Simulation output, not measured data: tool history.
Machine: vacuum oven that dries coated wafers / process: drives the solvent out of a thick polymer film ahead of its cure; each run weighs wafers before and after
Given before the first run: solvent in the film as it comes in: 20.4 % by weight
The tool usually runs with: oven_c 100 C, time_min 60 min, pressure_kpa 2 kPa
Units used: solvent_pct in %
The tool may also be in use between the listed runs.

| run | day | oven_c | time_min | pressure_kpa | solvent_pct |
|---|---|---|---|---|---|
| 1 | 0 | 100 | 60 | 2 | 2.94 |
| 2 | 0.242 | 100 | 60 | 2 | 2.98 |
| 3 | 0.488 | 100 | 60 | 2 | 2.97 |
| 4 | 0.821 | 100 | 60 | 2 | 2.97 |
| 5 | 1.208 | 100 | 60 | 2 | 2.93 |
| 6 | 1.646 | 100 | 60 | 2 | 2.8 |
| 7 | 1.988 | 100 | 60 | 2 | 3.05 |
| 8 | 2.221 | 100 | 60 | 2 | 3.05 |
| 9 | 2.558 | 100 | 60 | 2 | 2.88 |
| 10 | 2.85 | 100 | 60 | 2 | 2.98 |
| 11 | 3.238 | 106 | 76 | 1.4 | 1.15 |
| 12 | 3.662 | 90 | 60 | 2.67 | 5.84 |
| 13 | 4.029 | 86 | 64 | 4.2 | 7.3 |
| 14 | 4.475 | 86 | 64 | 4.2 | 7.36 |
| 15 | 4.758 | 100 | 104 | 2 | 1.06 |
| 16 | 5.104 | 100 | 104 | 2 | 1.27 |
| 17 | 5.562 | 100 | 104 | 2.27 | 1.23 |
| 18 | 6.067 | 100 | 72 | 5.1 | 2.94 |
| 19 | 6.425 | 100 | 72 | 5.1 | 3.09 |

Predict each of these 3 candidate next runs independently; none follows another, all start after run 19:
| A | 6.738 | 102 | 82 | 2 | ? |
| B | 6.738 | 95 | 72 | 5.65 | ? |
| C | 6.738 | 100 | 105 | 2.21 | ? |

| run | solvent_pct |
|---|---|
| A | 1.5 |
| B | 4.5 |
| C | 1.23 |
Take away the tool's hidden state, keep each run's random variation, and the runs would have read:
| run | solvent_pct |
|---|---|
| A | 1.26 |
| B | 4.01 |
| C | 1.04 |

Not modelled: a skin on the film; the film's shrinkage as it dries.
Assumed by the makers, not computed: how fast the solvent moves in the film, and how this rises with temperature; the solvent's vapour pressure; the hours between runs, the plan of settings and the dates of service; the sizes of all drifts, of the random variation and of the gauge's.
